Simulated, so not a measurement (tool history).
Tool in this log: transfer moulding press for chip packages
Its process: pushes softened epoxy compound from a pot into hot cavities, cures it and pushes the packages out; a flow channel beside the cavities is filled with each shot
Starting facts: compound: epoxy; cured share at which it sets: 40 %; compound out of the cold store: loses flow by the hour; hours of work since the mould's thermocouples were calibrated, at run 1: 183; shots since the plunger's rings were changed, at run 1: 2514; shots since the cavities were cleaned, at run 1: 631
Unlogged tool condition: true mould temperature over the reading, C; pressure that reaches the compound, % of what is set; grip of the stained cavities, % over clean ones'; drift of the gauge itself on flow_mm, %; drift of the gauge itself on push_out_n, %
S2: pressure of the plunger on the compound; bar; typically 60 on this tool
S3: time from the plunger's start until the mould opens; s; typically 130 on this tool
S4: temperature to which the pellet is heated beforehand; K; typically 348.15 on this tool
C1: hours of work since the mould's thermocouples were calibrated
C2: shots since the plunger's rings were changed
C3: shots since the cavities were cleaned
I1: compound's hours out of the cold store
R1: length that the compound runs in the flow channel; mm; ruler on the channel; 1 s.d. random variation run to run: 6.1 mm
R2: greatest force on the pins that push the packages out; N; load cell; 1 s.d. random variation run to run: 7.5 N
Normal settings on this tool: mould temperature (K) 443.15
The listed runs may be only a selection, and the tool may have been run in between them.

run 1 hour=0 | mould_temperature_(K)=443.15 S2=60 S3=130 S4=348.15 | C1=183 C2=2514 C3=631 | I1=41.5 | R1=813 R2=555
run 2 hour=40.5 | mould_temperature_(K)=443.15 S2=60 S3=130 S4=352.15 | C1=214 C2=2948 C3=1065 | I1=36.7 | R1=835 R2=596
-- hour=46 cavities cleaned with cleaning compound and waxed
run 3 hour=107.8 | mould_temperature_(K)=443.15 S2=60 S3=130 S4=352.15 | C1=265 C2=3654 C3=663 | I1=43.3 | R1=788 R2=566
-- hour=150 cavities cleaned with cleaning compound and waxed
run 4 hour=168.8 | mould_temperature_(K)=443.15 S2=60 S3=130 S4=348.15 | C1=312 C2=4292 C3=202 | I1=11.7 | R1=898 R2=449
run 5 hour=230.9 | mould_temperature_(K)=443.15 S2=60 S3=130 S4=348.15 | C1=360 C2=4958 C3=868 | I1=34.4 | R1=810 R2=582
-- hour=254.5 plunger's sealing rings changed
-- hour=256 cavities cleaned with cleaning compound and waxed
-- hour=273.3 mould's thermocouples calibrated
run 6 hour=276.2 | mould_temperature_(K)=443.15 S2=60 S3=130 S4=346.15 | C1=2 C2=195 C3=195 | I1=35.5 | R1=873 R2=425
run 7 hour=329.1 | mould_temperature_(K)=443.15 S2=60 S3=130 S4=346.15 | C1=43 C2=762 C3=762 | I1=25.8 | R1=898 R2=579
-- hour=361.4 cavities cleaned with cleaning compound and waxed
run 8 hour=413.4 | mould_temperature_(K)=443.15 S2=60 S3=130 S4=346.15 | C1=108 C2=1649 C3=557 | I1=45.2 | R1=815 R2=497
run 9 hour=453.2 | mould_temperature_(K)=443.15 S2=66.6 S3=130 S4=348.15 | C1=139 C2=2077 C3=985 | I1=36 | R1=889 R2=582
-- hour=465.9 cavities cleaned with cleaning compound and waxed
run 10 hour=525.2 | mould_temperature_(K)=443.15 S2=73.4 S3=130 S4=351.15 | C1=194 C2=2833 C3=637 | I1=47.9 | R1=883 R2=535
-- hour=571.9 cavities cleaned with cleaning compound and waxed
run 11 hour=576.7 | mould_temperature_(K)=443.15 S2=73.4 S3=130 S4=351.15 | C1=233 C2=3368 C3=51 | I1=24.6 | R1=963 R2=362
run 12 hour=664.1 | mould_temperature_(K)=440.15 S2=57.2 S3=141 S4=344.15 | C1=301 C2=4306 C3=989 | I1=34.3 | R1=807 R2=621
-- hour=673.9 cavities cleaned with cleaning compound and waxed
run 13 hour=736.7 | mould_temperature_(K)=445.15 S2=55.6 S3=117 S4=344.15 | C1=356 C2=5068 C3=673 | I1=38.8 | R1=756 R2=546

What if the next run were any one of these 3? Each begins from the tool's condition after run 13:
-- hour=748.4 plunger's sealing rings changed
-- hour=777.8 mould's thermocouples calibrated
-- hour=783.8 cavities cleaned with cleaning compound and waxed
run A hour=814.5 | mould_temperature_(K)=443.15 S2=60 S3=130 S4=347.15 | C1=27 C2=672 C3=330 | I1=22.7 | R1=? R2=?
-- hour=748.4 plunger's sealing rings changed
-- hour=777.8 mould's thermocouples calibrated
-- hour=783.8 cavities cleaned with cleaning compound and waxed
run B hour=814.5 | mould_temperature_(K)=443.15 S2=47.8 S3=120 S4=348.15 | C1=27 C2=672 C3=330 | I1=33.9 | R1=? R2=?
-- hour=748.4 plunger's sealing rings changed
-- hour=777.8 mould's thermocouples calibrated
-- hour=783.8 cavities cleaned with cleaning compound and waxed
run C hour=814.5 | mould_temperature_(K)=443.15 S2=74.6 S3=129 S4=341.15 | C1=27 C2=672 C3=330 | I1=31.7 | R1=? R2=?

run=A R1=898 R2=464
run=B R1=761 R2=513
run=C R1=965 R2=457
Take away the tool's hidden state, keep each run's random variation, and the runs would have read:
run=A R1=909 R2=324
run=B R1=771 R2=361
run=C R1=977 R2=320
